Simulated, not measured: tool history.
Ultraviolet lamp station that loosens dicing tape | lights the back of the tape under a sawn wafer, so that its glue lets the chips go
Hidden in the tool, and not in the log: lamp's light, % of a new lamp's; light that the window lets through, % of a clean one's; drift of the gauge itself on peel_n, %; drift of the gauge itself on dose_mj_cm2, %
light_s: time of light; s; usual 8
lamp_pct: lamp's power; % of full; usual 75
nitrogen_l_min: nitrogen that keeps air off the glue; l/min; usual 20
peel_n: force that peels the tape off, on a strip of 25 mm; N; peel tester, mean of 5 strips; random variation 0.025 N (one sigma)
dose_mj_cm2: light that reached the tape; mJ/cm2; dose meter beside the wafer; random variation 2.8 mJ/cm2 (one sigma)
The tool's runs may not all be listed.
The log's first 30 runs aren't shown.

run     day  light_s  lamp_pct  nitrogen_l_min  hours of work of the lamp  hours of work since the window was cleaned  peel_n  dose_mj_cm2
 31  58.833        6        75              21                        167                                         312   2.419          262
 32  60.117       13        63              31                        184                                         329   0.604          480
 33  62.642       16        63              35                        217                                         362   0.336          584
 34  64.154       16        63              35                        237                                         381   0.338          577
     65.054  -- window cleaned of glue's vapour
 35  66.988        8        96              29                        274                                          25   0.706          450
 36  68.667        8        96              29                        296                                          47   0.742          444
 37  71.333        8        75              20                        330                                          82   1.566          344
 38  72.842        8        92              19                        350                                         102   1.037          416
 39  75.142        6        97              19                        380                                         132   1.761          326
 40  77.579        6        97              19                        412                                         164   1.825          321
 41  80.175        8        92               6                        446                                         197   2.069          403
 42  83.104        8        92               6                        484                                         236   2.052          403
 43  84.725        7        75              12                        505                                         257   2.702          281

Run 44 comes next. What will it give?
 44  86.225        6        77              22                        525                                         276       ?            ?

Run 44 gave peel_n 2.679 N, dose_mj_cm2 249 mJ/cm2.
Without the tool's hidden state the same run would have given peel_n 1.976 N, dose_mj_cm2 300 mJ/cm2.
